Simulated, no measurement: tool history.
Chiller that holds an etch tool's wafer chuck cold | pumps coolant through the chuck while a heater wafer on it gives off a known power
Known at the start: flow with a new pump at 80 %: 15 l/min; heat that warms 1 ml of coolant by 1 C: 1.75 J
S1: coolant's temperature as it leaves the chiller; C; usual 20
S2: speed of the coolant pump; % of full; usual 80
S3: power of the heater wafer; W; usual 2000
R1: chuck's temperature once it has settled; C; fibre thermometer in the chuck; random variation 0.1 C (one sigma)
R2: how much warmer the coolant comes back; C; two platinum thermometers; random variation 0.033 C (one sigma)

{"run": 1, "hour": 0.0, "S1": 20, "S2": 80, "S3": 2000, "R1": 45.3, "R2": 4.85}
{"run": 2, "hour": 76.5, "S1": 20, "S2": 80, "S3": 2000, "R1": 45.1, "R2": 4.9}
{"run": 3, "hour": 138.5, "S1": 20, "S2": 80, "S3": 2000, "R1": 45.2, "R2": 4.86}
{"run": 4, "hour": 183.2, "S1": 20, "S2": 80, "S3": 2000, "R1": 46.1, "R2": 4.88}
{"run": 5, "hour": 266.1, "S1": 20, "S2": 80, "S3": 2000, "R1": 46.0, "R2": 4.9}
{"run": 6, "hour": 325.8, "S1": 20, "S2": 80, "S3": 2000, "R1": 46.0, "R2": 4.91}
{"run": 7, "hour": 408.0, "S1": 10, "S2": 80, "S3": 2000, "R1": 36.1, "R2": 4.9}
{"run": 8, "hour": 474.4, "S1": 10, "S2": 80, "S3": 2000, "R1": 36.3, "R2": 4.87}
{"run": 9, "hour": 557.2, "S1": 10, "S2": 80, "S3": 2000, "R1": 36.3, "R2": 4.89}
{"run": 10, "hour": 641.1, "S1": 10, "S2": 80, "S3": 2000, "R1": 36.4, "R2": 4.94}
{"run": 11, "hour": 688.0, "S1": 10, "S2": 80, "S3": 2000, "R1": 36.5, "R2": 4.93}
{"run": 12, "hour": 730.8, "S1": 10, "S2": 80, "S3": 2000, "R1": 36.3, "R2": 4.94}
{"run": 13, "hour": 773.9, "S1": 20, "S2": 80, "S3": 2000, "R1": 46.5, "R2": 4.97}
{"run": 14, "hour": 840.1, "S1": 12, "S2": 80, "S3": 2000, "R1": 38.7, "R2": 5.01}
{"run": 15, "hour": 921.2, "S1": 20, "S2": 80, "S3": 1055, "R1": 34.1, "R2": 2.66}
{"run": 16, "hour": 978.2, "S1": 20, "S2": 80, "S3": 1055, "R1": 34.0, "R2": 2.69}
{"run": 17, "hour": 1020.5, "S1": 17, "S2": 97, "S3": 2000, "R1": 39.7, "R2": 3.98}
{"run": 18, "hour": 1064.5, "S1": 12, "S2": 71, "S3": 2692, "R1": 51.9, "R2": 7.69}
{"run": 19, "hour": 1146.6, "S1": 20, "S2": 68, "S3": 1834, "R1": 48.2, "R2": 5.53}
{"run": 20, "hour": 1183.1, "S1": 20, "S2": 65, "S3": 1853, "R1": 49.7, "R2": 5.84}
{"run": 21, "hour": 1222.5, "S1": 20, "S2": 76, "S3": 1852, "R1": 46.1, "R2": 4.86}
{"run": 22, "hour": 1281.3, "S1": 20, "S2": 76, "S3": 1852, "R1": 46.0, "R2": 4.8}
{"run": 23, "hour": 1322.0, "S1": 19, "S2": 73, "S3": 1127, "R1": 35.5, "R2": 3.16}
{"run": 24, "hour": 1359.5, "S1": 10, "S2": 67, "S3": 2000, "R1": 41.6, "R2": 6.05}
{"run": 25, "hour": 1399.4, "S1": 30, "S2": 74, "S3": 2831, "R1": 71.0, "R2": 7.75}
{"run": 26, "hour": 1444.6, "S1": 30, "S2": 98, "S3": 1328, "R1": 45.1, "R2": 2.67}
{"run": 27, "hour": 1530.8, "S1": 21, "S2": 80, "S3": 1229, "R1": 37.7, "R2": 3.1}
{"run": 28, "hour": 1600.6, "S1": 21, "S2": 80, "S3": 1229, "R1": 37.6, "R2": 3.09}
{"run": 29, "hour": 1682.7, "S1": 17, "S2": 74, "S3": 2000, "R1": 46.3, "R2": 5.55}
{"run": 30, "hour": 1736.7, "S1": 17, "S2": 74, "S3": 2000, "R1": 46.5, "R2": 5.48}
{"run": 31, "hour": 1814.6, "S1": 18, "S2": 75, "S3": 2000, "R1": 46.9, "R2": 5.37}

Taken out of this log: 1 entry between the listed runs. Where each belongs, and how the hidden state differs across it:
Between runs 3 and 4: chiller's thermometer calibrated (hour 181.3)
  heat passed by the chuck's channels, % of clean ones': 95.4 -> 95.3; flow at a given pump speed, % of a new pump's: 93.7 -> 93.6; coolant's true temperature over the reading, C: -0.69 -> -0.04
  measured less the result without the state, R1: +1.6 -> +2.3 C; R2: +0.31 -> +0.31 C
